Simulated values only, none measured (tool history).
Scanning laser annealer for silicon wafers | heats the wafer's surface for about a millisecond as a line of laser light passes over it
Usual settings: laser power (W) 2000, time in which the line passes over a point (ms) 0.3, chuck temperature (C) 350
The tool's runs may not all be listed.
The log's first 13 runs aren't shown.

run	day	laser power (W)	time in which the line passes over a point (ms)	chuck temperature (C)	highest temperature of the surface (C)
14	6.029	1912	0.3	350	1015
15	6.721	1912	0.3	350	1019
16	7.35	1912	0.3	350	1016
17	7.779	1912	0.3	350	1018
18	8.221	1912	0.3	350	1015
19	8.854	1912	0.217	350	903
20	9.483	1912	0.217	328	882
21	10.154	2000	0.332	350	1092
22	10.662	2000	0.255	372	1011
23	11.346	2000	0.255	372	1009
24	11.846	2000	0.282	372	1044
25	12.254	1851	0.223	378	918
26	12.892	1905	0.221	350	902
27	13.271	1905	0.221	356	908
28	13.838	1905	0.243	340	923
29	14.421	1717	0.231	368	876
30	14.758	2021	0.234	372	982
31	15.212	2028	0.317	324	1051
32	15.758	1898	0.252	372	963
33	16.354	1898	0.252	372	963
34	16.954	2197	0.326	311	1118
35	17.579	1794	0.22	366	874
36	17.933	1794	0.22	366	878

Run 37 comes next. What will it give?
37	18.35	1797	0.243	366	?

Run 37 gave highest temperature of the surface (C) 910.
Without the tool's hidden state the same run would have given highest temperature of the surface (C) 936.

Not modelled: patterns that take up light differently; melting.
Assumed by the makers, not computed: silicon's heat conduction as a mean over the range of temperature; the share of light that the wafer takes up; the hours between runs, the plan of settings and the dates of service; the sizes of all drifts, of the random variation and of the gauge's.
